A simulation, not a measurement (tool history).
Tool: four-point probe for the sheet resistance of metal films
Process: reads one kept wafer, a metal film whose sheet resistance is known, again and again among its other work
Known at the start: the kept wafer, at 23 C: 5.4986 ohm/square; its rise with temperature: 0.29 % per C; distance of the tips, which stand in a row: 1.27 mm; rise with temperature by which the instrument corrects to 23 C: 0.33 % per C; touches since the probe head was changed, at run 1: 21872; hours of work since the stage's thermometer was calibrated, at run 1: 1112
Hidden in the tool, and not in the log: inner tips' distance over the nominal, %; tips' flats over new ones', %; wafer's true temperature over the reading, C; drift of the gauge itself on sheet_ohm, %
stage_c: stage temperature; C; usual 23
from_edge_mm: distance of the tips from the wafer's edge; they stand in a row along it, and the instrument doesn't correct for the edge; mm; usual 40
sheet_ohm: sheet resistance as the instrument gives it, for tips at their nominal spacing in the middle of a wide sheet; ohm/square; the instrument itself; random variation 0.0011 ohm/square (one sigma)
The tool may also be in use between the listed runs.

| run | day | stage_c | from_edge_mm | touches since the probe head was changed | hours of work since the stage's thermometer was calibrated | sheet_ohm |
|---|---|---|---|---|---|---|
| 1 | 0.000 | 23 | 40 | 21872 | 1112 | 5.500609 |
| 2 | 0.771 | 23 | 40 | 22939 | 1125 | 5.501775 |
| 3 | 1.208 | 23 | 40 | 23544 | 1132 | 5.501144 |
| 4 | 1.842 | 23 | 40 | 24425 | 1142 | 5.500971 |
| 5 | 2.408 | 23 | 40 | 25211 | 1152 | 5.503920 |
| 6 | 2.967 | 23 | 40 | 25981 | 1161 | 5.500584 |
| 7 | 3.688 | 31 | 40 | 26980 | 1172 | 5.483437 |
| 8 | 4.329 | 31 | 40 | 27869 | 1183 | 5.482611 |
| 9 | 5.246 | 31 | 40 | 29142 | 1198 | 5.482778 |
| 10 | 5.925 | 23 | 40 | 30081 | 1209 | 5.504125 |
|  | 6.225 | stage's thermometer calibrated |
| 11 | 6.317 | 23 | 40 | 30596 | 2 | 5.503282 |
| 12 | 6.721 | 23 | 40 | 31152 | 8 | 5.502325 |
| 13 | 7.158 | 23 | 40 | 31760 | 15 | 5.500214 |
| 14 | 8.046 | 23 | 40 | 32992 | 30 | 5.503761 |
| 15 | 8.825 | 23 | 4 | 34073 | 43 | 5.781318 |
| 16 | 9.700 | 23 | 15 | 35281 | 57 | 5.522838 |
| 17 | 10.138 | 23 | 40 | 35888 | 64 | 5.502607 |
| 18 | 10.717 | 20 | 40 | 36693 | 74 | 5.510208 |
| 19 | 11.458 | 23 | 40 | 37718 | 86 | 5.500885 |
| 20 | 11.875 | 23 | 7 | 38297 | 93 | 5.597042 |
| 21 | 12.729 | 23 | 7 | 39481 | 107 | 5.594353 |
| 22 | 13.433 | 23 | 7 | 40457 | 118 | 5.594976 |
| 23 | 14.246 | 28 | 40 | 41582 | 132 | 5.492453 |
| 24 | 14.992 | 28 | 52 | 42615 | 144 | 5.490689 |
| 25 | 15.700 | 29 | 72 | 43593 | 155 | 5.485909 |
| 26 | 16.462 | 29 | 72 | 44649 | 168 | 5.487097 |
| 27 | 17.067 | 29 | 72 | 45488 | 178 | 5.486316 |
| 28 | 17.717 | 29 | 72 | 46387 | 188 | 5.487784 |
| 29 | 18.525 | 27 | 3 | 47511 | 202 | 5.971245 |
| 30 | 19.162 | 27 | 3 | 48390 | 212 | 5.968975 |
| 31 | 19.708 | 22 | 40 | 49148 | 221 | 5.505753 |
| 32 | 20.162 | 22 | 40 | 49776 | 229 | 5.504045 |
| 33 | 20.612 | 33 | 8 | 50403 | 236 | 5.550915 |
| 34 | 21.217 | 33 | 8 | 51237 | 246 | 5.549128 |
| 35 | 22.079 | 26 | 6 | 52432 | 260 | 5.621441 |
| 36 | 22.925 | 26 | 6 | 53606 | 274 | 5.622779 |
| 37 | 23.612 | 26 | 6 | 54556 | 285 | 5.622437 |
| 38 | 24.254 | 29 | 26 | 55445 | 296 | 5.491906 |
| 39 | 25.142 | 25 | 5 | 56675 | 310 | 5.678393 |
| 40 | 25.646 | 25 | 5 | 57373 | 319 | 5.680335 |
| 41 | 26.171 | 25 | 5 | 58103 | 327 | 5.678280 |
| 42 | 26.696 | 28 | 4 | 58828 | 336 | 5.767864 |
| 43 | 27.292 | 28 | 4 | 59657 | 346 | 5.770538 |
| 44 | 28.167 | 26 | 4 | 60867 | 360 | 5.774459 |
| 45 | 28.696 | 26 | 8 | 61600 | 369 | 5.567647 |

Hidden state or all else? Some run-to-run changes of sheet_ohm, split into what the settings, what came in and random variation would give without the hidden state, and what is left for the hidden state (with any gauge scatter that isn't in both results):
Run 10 -> 11: stage's thermometer calibrated. sheet_ohm -0.000843 ohm/square: hidden state +0.000139, all else -0.000982.
Run 14 -> 15: from_edge_mm 40 -> 4. sheet_ohm +0.277557 ohm/square: hidden state +0.000050, all else +0.277507.
Run 28 -> 29: stage_c 29 -> 27, from_edge_mm 72 -> 3. sheet_ohm +0.483461 ohm/square: hidden state +0.000087, all else +0.483374.
Run 30 -> 31: stage_c 27 -> 22, from_edge_mm 3 -> 40. sheet_ohm -0.463222 ohm/square: hidden state -0.000075, all else -0.463147.
